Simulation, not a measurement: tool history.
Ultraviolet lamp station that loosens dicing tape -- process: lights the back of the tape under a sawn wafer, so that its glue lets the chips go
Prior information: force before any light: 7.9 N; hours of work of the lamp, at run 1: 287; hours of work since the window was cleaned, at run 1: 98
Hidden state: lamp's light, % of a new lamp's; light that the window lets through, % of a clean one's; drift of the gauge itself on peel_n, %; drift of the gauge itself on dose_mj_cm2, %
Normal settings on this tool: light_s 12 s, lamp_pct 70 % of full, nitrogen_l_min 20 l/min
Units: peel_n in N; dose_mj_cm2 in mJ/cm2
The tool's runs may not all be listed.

| run | hour | light_s | lamp_pct | nitrogen_l_min | hours of work of the lamp | hours of work since the window was cleaned | peel_n | dose_mj_cm2 |
|---|---|---|---|---|---|---|---|---|
| 1 | 0.0 | 12 | 70 | 20 | 287 | 98 | 1.164 | 398 |
| 2 | 20.9 | 12 | 70 | 20 | 297 | 108 | 1.149 | 399 |
| 3 | 48.3 | 12 | 70 | 20 | 310 | 121 | 1.168 | 395 |
| 4 | 61.2 | 12 | 70 | 20 | 316 | 127 | 1.207 | 394 |
| 5 | 87.4 | 12 | 70 | 20 | 328 | 139 | 1.224 | 388 |
| 6 | 101.3 | 12 | 70 | 20 | 334 | 146 | 1.274 | 378 |
| 7 | 124.8 | 12 | 70 | 6 | 346 | 157 | 2.611 | 378 |
| 8 | 140.0 | 6 | 70 | 20 | 353 | 164 | 3.176 | 191 |
| 9 | 165.7 | 6 | 70 | 20 | 365 | 176 | 3.179 | 185 |
| 10 | 182.9 | 12 | 76 | 33 | 373 | 184 | 0.794 | 409 |
| 11 | 196.1 | 12 | 76 | 33 | 379 | 191 | 0.799 | 401 |
| 12 | 217.2 | 12 | 63 | 38 | 389 | 201 | 1.084 | 327 |
| 13 | 242.3 | 12 | 63 | 38 | 401 | 212 | 1.067 | 322 |
| 14 | 270.1 | 10 | 63 | 21 | 414 | 225 | 2.111 | 267 |
| 15 | 284.2 | 10 | 63 | 21 | 421 | 232 | 2.115 | 267 |
| 16 | 304.9 | 6 | 66 | 34 | 430 | 242 | 2.887 | 168 |
| 17 | 328.7 | 13 | 66 | 34 | 442 | 253 | 0.986 | 355 |
| 18 | 344.4 | 12 | 96 | 14 | 449 | 260 | 1.080 | 476 |

Below are 4 alternative next runs, each starting from the tool's condition after run 18. Predict each:
| A | 371.8 | 15 | 70 | 20 | 462 | 273 | ? | ? |
| B | 371.8 | 21 | 96 | 32 | 462 | 273 | ? | ? |
| C | 371.8 | 12 | 77 | 20 | 462 | 273 | ? | ? |
| D | 371.8 | 22 | 96 | 14 | 462 | 273 | ? | ? |

| run | peel_n | dose_mj_cm2 |
|---|---|---|
| A | 1.031 | 427 |
| B | 0.176 | 826 |
| C | 1.303 | 378 |
| D | 0.320 | 865 |
Without the tool's hidden state the same runs would have given:
| run | peel_n | dose_mj_cm2 |
|---|---|---|
| A | 0.521 | 591 |
| B | 0.130 | 1144 |
| C | 0.698 | 522 |
| D | 0.177 | 1197 |
